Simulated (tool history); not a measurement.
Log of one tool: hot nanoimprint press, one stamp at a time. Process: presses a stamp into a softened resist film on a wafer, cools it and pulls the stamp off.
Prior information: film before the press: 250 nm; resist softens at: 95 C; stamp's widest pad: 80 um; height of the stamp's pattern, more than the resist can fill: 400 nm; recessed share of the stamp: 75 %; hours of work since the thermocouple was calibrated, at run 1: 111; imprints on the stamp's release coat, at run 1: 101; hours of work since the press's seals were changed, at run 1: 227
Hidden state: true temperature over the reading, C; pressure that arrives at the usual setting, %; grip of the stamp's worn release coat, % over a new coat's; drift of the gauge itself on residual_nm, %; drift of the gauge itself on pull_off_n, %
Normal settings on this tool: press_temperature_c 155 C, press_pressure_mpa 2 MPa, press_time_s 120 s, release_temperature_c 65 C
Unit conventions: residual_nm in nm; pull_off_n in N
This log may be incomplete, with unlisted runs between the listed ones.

run	hour	press_temperature_c	press_pressure_mpa	press_time_s	release_temperature_c	hours of work since the thermocouple was calibrated	imprints on the stamp's release coat	hours of work since the press's seals were changed	residual_nm	pull_off_n
1	0	155	2	120	65	111	101	227	116.2	218
2	10.5	155	2	215	65	117	126	233	92.4	216
3	22.8	155	2	215	65	124	156	240	92.4	224
4	33.8	155	2	215	65	130	183	247	93.3	234
5	49.4	158	2	120	65	139	220	256	99.6	231
6	58.1	155	2	120	65	144	241	261	115.4	237
7	72.3	155	2	120	65	153	276	269	114.9	228
8	85.3	155	2	120	65	160	307	276	115.2	227
9	97.9	155	2	120	65	168	337	284	115.5	233
10	106.2	155	2	120	65	172	357	289	115	230
11	121.6	155	2	120	65	181	394	298	115.1	243
12	131.8	155	2	120	65	187	419	303	115.3	236
13	149.3	155	2	120	65	197	461	314	114.7	245
14	160.2	155	2	120	65	204	487	320	113.8	238
15	172.1	155	2	120	65	211	516	327	114.9	246
16	182.6	144	1.36	120	65	217	542	333	201.9	249
# hour 186.8: plate thermocouple calibrated
17	200.7	155	2	135	65	8	578	342	107.6	248
18	215.4	155	2.8	120	51	17	613	350	96.7	287
19	231.9	148	1.54	120	65	26	653	360	169.8	249
20	242.3	164	2.04	115	62	32	678	366	73.5	270
21	250.1	164	1.39	115	62	37	697	370	89	257
# hour 255.9: plate thermocouple calibrated, once more
22	268.6	164	1.39	115	62	7	734	379	93.9	263
23	281.1	162	2	96	65	15	764	387	93.1	267
24	293.2	147	3.13	120	65	22	794	394	145.4	276
25	309	151	2.27	61	65	31	832	403	167.7	268
26	323.8	151	2.27	100	65	39	868	411	145.3	267
27	340.1	157	1.38	153	51	49	907	421	117.2	310
28	350.4	143	2	120	65	55	932	427	195.7	271
29	358.2	155	1.61	120	65	59	950	431	130.3	280

What if the next run were any one of these 4? Each begins from the tool's condition after run 29:
A	368.9	148	2.99	171	65	66	976	438	?	?
B	368.9	147	2	120	65	66	976	438	?	?
C	368.9	149	1.61	132	66	66	976	438	?	?
D	368.9	155	2	213	65	66	976	438	?	?

run	residual_nm	pull_off_n
A	124.4	280
B	169.6	275
C	164.7	278
D	95.4	269
Had the tool no hidden state, the same runs would have come out as:
run	residual_nm	pull_off_n
A	123.6	221
B	169.6	217
C	165	219
D	95.2	212

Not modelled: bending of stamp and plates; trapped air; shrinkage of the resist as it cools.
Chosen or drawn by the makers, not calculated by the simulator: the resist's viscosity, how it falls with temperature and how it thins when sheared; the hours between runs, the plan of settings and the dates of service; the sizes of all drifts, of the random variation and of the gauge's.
